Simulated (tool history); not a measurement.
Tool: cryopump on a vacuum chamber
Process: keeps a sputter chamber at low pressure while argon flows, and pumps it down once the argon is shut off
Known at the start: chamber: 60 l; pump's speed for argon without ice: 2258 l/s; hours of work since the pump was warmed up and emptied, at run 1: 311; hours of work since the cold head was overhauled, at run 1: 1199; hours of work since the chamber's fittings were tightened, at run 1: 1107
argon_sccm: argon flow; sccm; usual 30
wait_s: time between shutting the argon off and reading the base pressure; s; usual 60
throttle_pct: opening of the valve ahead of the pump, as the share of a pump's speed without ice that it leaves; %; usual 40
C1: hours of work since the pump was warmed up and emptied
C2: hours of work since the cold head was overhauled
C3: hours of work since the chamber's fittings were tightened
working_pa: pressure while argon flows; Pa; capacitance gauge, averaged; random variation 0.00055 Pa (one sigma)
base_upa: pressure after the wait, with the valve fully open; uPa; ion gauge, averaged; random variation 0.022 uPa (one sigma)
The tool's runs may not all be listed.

{"run": 1, "day": 0.0, "argon_sccm": 30, "wait_s": 60, "throttle_pct": 40, "C1": 311, "C2": 1199, "C3": 1107, "working_pa": 0.0593, "base_upa": 0.96}
{"run": 2, "day": 3.083, "argon_sccm": 30, "wait_s": 60, "throttle_pct": 40, "C1": 369, "C2": 1257, "C3": 1165, "working_pa": 0.0607, "base_upa": 1.03}
{"run": 3, "day": 5.896, "argon_sccm": 44, "wait_s": 60, "throttle_pct": 40, "C1": 422, "C2": 1310, "C3": 1218, "working_pa": 0.0903, "base_upa": 1.05}
{"run": 4, "day": 10.762, "argon_sccm": 30, "wait_s": 60, "throttle_pct": 40, "C1": 514, "C2": 1402, "C3": 1309, "working_pa": 0.062, "base_upa": 1.12}
{"run": 5, "day": 13.558, "argon_sccm": 30, "wait_s": 60, "throttle_pct": 40, "C1": 566, "C2": 1454, "C3": 1362, "working_pa": 0.0636, "base_upa": 1.09}
{"run": 6, "day": 17.992, "argon_sccm": 30, "wait_s": 60, "throttle_pct": 40, "C1": 650, "C2": 1538, "C3": 1446, "working_pa": 0.0639, "base_upa": 1.19}
{"run": 7, "day": 23.271, "argon_sccm": 30, "wait_s": 60, "throttle_pct": 40, "C1": 749, "C2": 1637, "C3": 1545, "working_pa": 0.0661, "base_upa": 1.28}
{"day": 23.842, "done": "pump warmed up, emptied and cooled again"}
{"run": 8, "day": 27.792, "argon_sccm": 30, "wait_s": 77, "throttle_pct": 40, "C1": 74, "C2": 1719, "C3": 1626, "working_pa": 0.0578, "base_upa": 0.95}
{"run": 9, "day": 31.875, "argon_sccm": 30, "wait_s": 77, "throttle_pct": 40, "C1": 151, "C2": 1795, "C3": 1703, "working_pa": 0.057, "base_upa": 0.97}
{"run": 10, "day": 37.142, "argon_sccm": 43, "wait_s": 50, "throttle_pct": 40, "C1": 251, "C2": 1895, "C3": 1802, "working_pa": 0.0838, "base_upa": 1.24}
{"run": 11, "day": 41.033, "argon_sccm": 51, "wait_s": 34, "throttle_pct": 28, "C1": 324, "C2": 1968, "C3": 1876, "working_pa": 0.1446, "base_upa": 1.61}
{"run": 12, "day": 45.358, "argon_sccm": 43, "wait_s": 60, "throttle_pct": 16, "C1": 405, "C2": 2050, "C3": 1957, "working_pa": 0.2088, "base_upa": 1.27}
{"run": 13, "day": 50.5, "argon_sccm": 14, "wait_s": 45, "throttle_pct": 20, "C1": 502, "C2": 2146, "C3": 2054, "working_pa": 0.0552, "base_upa": 1.49}
{"run": 14, "day": 53.417, "argon_sccm": 13, "wait_s": 54, "throttle_pct": 32, "C1": 557, "C2": 2201, "C3": 2109, "working_pa": 0.0328, "base_upa": 1.45}
{"run": 15, "day": 58.671, "argon_sccm": 20, "wait_s": 247, "throttle_pct": 32, "C1": 656, "C2": 2300, "C3": 2208, "working_pa": 0.0532, "base_upa": 1.15}

The same runs without the tool's hidden state, with the same run-to-run variation:
The hidden state here: pump's speed, % of a pump's without ice; cold plate's temperature, K; leak into the chamber, uPa l/s; drift of the gauge itself on working_pa, %; drift of the gauge itself on base_upa, %.
run=1 working_pa=0.0557 base_upa=0.57
run=2 working_pa=0.0563 base_upa=0.60
run=3 working_pa=0.0829 base_upa=0.60
run=4 working_pa=0.0557 base_upa=0.59
run=5 working_pa=0.0566 base_upa=0.55
run=6 working_pa=0.0556 base_upa=0.58
run=7 working_pa=0.0562 base_upa=0.58
run=8 working_pa=0.0567 base_upa=0.46
run=9 working_pa=0.0550 base_upa=0.46
run=10 working_pa=0.0794 base_upa=0.65
run=11 working_pa=0.1377 base_upa=0.95
run=12 working_pa=0.2016 base_upa=0.57
run=13 working_pa=0.0523 base_upa=0.72
run=14 working_pa=0.0297 base_upa=0.62
run=15 working_pa=0.0473 base_upa=0.22
